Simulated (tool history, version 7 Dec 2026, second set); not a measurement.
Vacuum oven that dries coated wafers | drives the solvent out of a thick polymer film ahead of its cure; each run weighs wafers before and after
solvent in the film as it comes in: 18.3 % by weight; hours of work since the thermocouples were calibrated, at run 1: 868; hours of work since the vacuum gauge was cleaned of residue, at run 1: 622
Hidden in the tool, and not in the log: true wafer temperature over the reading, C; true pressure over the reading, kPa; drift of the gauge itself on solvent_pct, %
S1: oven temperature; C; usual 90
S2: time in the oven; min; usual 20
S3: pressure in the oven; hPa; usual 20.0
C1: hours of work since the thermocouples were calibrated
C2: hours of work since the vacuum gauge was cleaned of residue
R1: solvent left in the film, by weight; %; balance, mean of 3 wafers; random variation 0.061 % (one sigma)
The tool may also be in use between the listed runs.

run	day	S1	S2	S3	C1	C2	R1
1	0.000	90	20	20.0	868	622	3.56
2	0.804	90	20	20.0	878	632	3.76
3	2.042	90	20	20.0	894	647	3.62
4	2.917	90	20	20.0	905	659	3.49
5	4.246	90	20	20.0	922	676	3.58
6	5.704	90	20	20.0	941	694	3.53
7	7.346	90	20	18.5	962	715	3.36
8	8.738	94	20	20.0	979	733	2.92
9	10.404	94	20	20.0	1001	754	2.86
10	11.425	101	11	38.1	1014	767	4.44
11	12.546	81	28	40.1	1028	781	9.02
12	13.288	96	12	16.3	1037	791	2.90
13	14.979	84	20	20.0	1059	812	4.97
14	16.138	84	20	20.0	1074	827	5.13
15	17.521	89	20	20.0	1091	844	3.77
# day 18.500: oven's thermocouples calibrated
16	18.675	90	20	11.1	2	858	2.36
17	19.562	90	20	11.1	14	869	2.35

Forecast each of these 5 alternatives for the next run:
A	21.075	90	14	12.8	33	889	?
B	21.075	90	30	78.3	33	889	?
C	21.075	94	20	25.3	33	889	?
D	21.075	90	28	77.4	33	889	?
E	21.075	90	18	21.4	33	889	?

run	R1
A	3.33
B	11.92
C	3.52
D	11.98
E	4.05
Without the tool's hidden state the same runs would have given:
run	R1
A	3.33
B	11.91
C	3.52
D	11.98
E	4.04
